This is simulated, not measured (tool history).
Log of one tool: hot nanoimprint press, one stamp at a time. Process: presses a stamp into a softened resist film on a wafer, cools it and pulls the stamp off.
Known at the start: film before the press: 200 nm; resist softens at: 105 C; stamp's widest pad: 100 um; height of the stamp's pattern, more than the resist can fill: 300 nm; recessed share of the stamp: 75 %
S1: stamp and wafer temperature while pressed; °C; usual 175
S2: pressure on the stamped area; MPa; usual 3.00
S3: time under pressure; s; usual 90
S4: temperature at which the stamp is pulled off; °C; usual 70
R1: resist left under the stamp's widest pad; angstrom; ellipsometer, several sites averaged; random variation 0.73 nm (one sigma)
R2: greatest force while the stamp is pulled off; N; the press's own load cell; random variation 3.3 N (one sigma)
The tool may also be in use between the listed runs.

run,day,S1,S2,S3,S4,R1,R2
1,0.000,175,3.00,90,70,905,187
2,0.679,175,3.11,90,70,916,194
3,1.333,175,3.00,90,55,931,258
4,2.292,178,3.00,90,70,842,195
5,2.875,178,3.00,90,67,823,215
6,3.925,178,3.00,90,67,836,207
7,4.712,175,3.00,90,70,922,199
# day 5.029: stamp cleaned and given a new release coat
8,6.021,175,3.00,90,70,935,176
9,6.754,175,3.00,90,70,932,181
10,7.721,175,2.53,57,70,1165,180
11,8.383,167,3.00,134,58,1100,226
# day 8.571: plate thermocouple calibrated
12,9.371,167,4.32,47,73,1289,174
13,9.888,181,2.09,177,68,718,191
14,10.475,175,3.00,90,66,940,202
15,11.033,175,3.00,90,66,948,199
16,11.975,180,2.55,90,70,857,193
# day 12.512: plate thermocouple calibrated, once more
17,12.733,180,2.55,90,70,843,183

The same runs without the tool's hidden state, with the same run-to-run variation:
The hidden state here: true temperature over the reading, C; pressure that arrives at the usual setting, %; grip of the stamp's worn release coat, % over a new coat's; drift of the gauge itself on residual_nm, %; drift of the gauge itself on pull_off_n, %.
run,R1,R2
1,880,169
2,888,174
3,902,231
4,813,173
5,793,190
6,804,180
7,886,172
8,897,173
9,892,177
10,1124,174
11,1051,218
12,1218,165
13,685,181
14,889,190
15,896,186
16,812,179
17,820,171

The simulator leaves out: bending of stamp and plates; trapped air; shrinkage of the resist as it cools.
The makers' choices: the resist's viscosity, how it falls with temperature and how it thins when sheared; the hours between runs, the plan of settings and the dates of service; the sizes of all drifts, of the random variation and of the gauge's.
